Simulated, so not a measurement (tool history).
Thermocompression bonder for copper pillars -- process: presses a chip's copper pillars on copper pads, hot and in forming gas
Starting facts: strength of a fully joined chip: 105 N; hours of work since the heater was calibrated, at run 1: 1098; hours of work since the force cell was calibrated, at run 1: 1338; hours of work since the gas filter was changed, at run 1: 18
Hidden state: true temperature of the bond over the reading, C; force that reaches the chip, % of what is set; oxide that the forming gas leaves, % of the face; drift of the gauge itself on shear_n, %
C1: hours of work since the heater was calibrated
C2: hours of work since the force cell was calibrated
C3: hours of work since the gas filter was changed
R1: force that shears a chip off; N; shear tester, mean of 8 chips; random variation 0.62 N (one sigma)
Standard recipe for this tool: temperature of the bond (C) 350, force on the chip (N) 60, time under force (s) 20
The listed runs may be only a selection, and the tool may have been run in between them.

Run 1, hour 0.0: usual settings; C1 1098; C2 1338; C3 18. Result: R1 72.6 N.
Run 2, hour 42.4: usual settings; C1 1129; C2 1368; C3 49. Result: R1 71.2 N.
At hour 70.9: heater calibrated with a thermocouple chip.
Run 3, hour 82.0: usual settings; C1 8; C2 1396; C3 77. Result: R1 68.1 N.
Run 4, hour 114.7: usual settings; C1 32; C2 1419; C3 100. Result: R1 67.5 N.
Run 5, hour 154.1: usual settings; C1 61; C2 1448; C3 129. Result: R1 66.8 N.
Run 6, hour 200.3: usual settings; C1 94; C2 1482; C3 163. Result: R1 65.4 N.
Run 7, hour 249.1: usual settings; C1 129; C2 1517; C3 198. Result: R1 63.9 N.
At hour 253.6: forming gas filter changed.
Run 8, hour 293.1: usual settings; C1 161; C2 1549; C3 29. Result: R1 69.0 N.
Run 9, hour 323.0: usual settings; C1 183; C2 1570; C3 50. Result: R1 69.7 N.
Run 10, hour 351.6: usual settings; C1 204; C2 1591; C3 71. Result: R1 68.1 N.
Run 11, hour 395.5: usual settings; C1 236; C2 1623; C3 103. Result: R1 67.4 N.
Run 12, hour 438.4: usual settings; C1 267; C2 1654; C3 134. Result: R1 66.3 N.
Run 13, hour 468.9: usual settings; C1 289; C2 1677; C3 157. Result: R1 65.1 N.
Run 14, hour 507.2: usual settings; C1 317; C2 1704; C3 184. Result: R1 65.4 N.
At hour 531.2: forming gas filter changed.
Run 15, hour 555.5: usual settings; C1 351; C2 1739; C3 18. Result: R1 71.5 N.
At hour 560.8: force cell calibrated.
Run 16, hour 609.2: usual settings; C1 389; C2 35; C3 56. Result: R1 68.8 N.
Run 17, hour 656.8: usual settings; C1 424; C2 70; C3 90. Result: R1 67.8 N.
Run 18, hour 708.1: usual settings; C1 461; C2 107; C3 127. Result: R1 67.3 N.
At hour 742.1: force cell calibrated, once more.
Run 19, hour 744.2: usual settings; C1 486; C2 2; C3 153. Result: R1 67.3 N.
Run 20, hour 789.3: usual settings; C1 519; C2 34; C3 185. Result: R1 67.3 N.
At hour 811.2: forming gas filter changed.
Run 21, hour 820.2: usual settings; C1 541; C2 56; C3 7. Result: R1 73.8 N.
Run 22, hour 846.1: usual settings but temperature of the bond (C) 337, force on the chip (N) 76, time under force (s) 24; C1 560; C2 75; C3 25. Result: R1 75.7 N.
Run 23, hour 878.7: usual settings but temperature of the bond (C) 366, force on the chip (N) 62, time under force (s) 24; C1 584; C2 99; C3 49. Result: R1 83.5 N.
Run 24, hour 925.2: usual settings but temperature of the bond (C) 335, force on the chip (N) 73, time under force (s) 28; C1 618; C2 133; C3 83. Result: R1 73.8 N.
Run 25, hour 976.2: usual settings but temperature of the bond (C) 359, force on the chip (N) 67, time under force (s) 12; C1 655; C2 170; C3 120. Result: R1 68.6 N.
Run 26, hour 1003.3: usual settings but temperature of the bond (C) 347, force on the chip (N) 65, time under force (s) 58; C1 674; C2 189; C3 140. Result: R1 86.1 N.
Run 27, hour 1040.5: usual settings but temperature of the bond (C) 347, force on the chip (N) 65, time under force (s) 58; C1 701; C2 216; C3 167. Result: R1 84.9 N.
Run 28, hour 1071.6: usual settings; C1 724; C2 239; C3 189. Result: R1 66.2 N.
At hour 1088.9: forming gas filter changed.
Run 29, hour 1097.3: usual settings but temperature of the bond (C) 355, force on the chip (N) 39, time under force (s) 54; C1 742; C2 257; C3 6. Result: R1 78.3 N.
Run 30, hour 1152.5: usual settings but temperature of the bond (C) 327, force on the chip (N) 75, time under force (s) 29; C1 782; C2 298; C3 46. Result: R1 72.0 N.

What does the tool deliver on the next run?
Run 31, hour 1195.8: usual settings but force on the chip (N) 47, time under force (s) 19; C1 814; C2 329; C3 78. Result: R1 ?.

{"run 31": {"R1": 60.7}}
Were there no unlogged condition in the tool, this run, its random variation unchanged, would have produced R1 62.2 N.
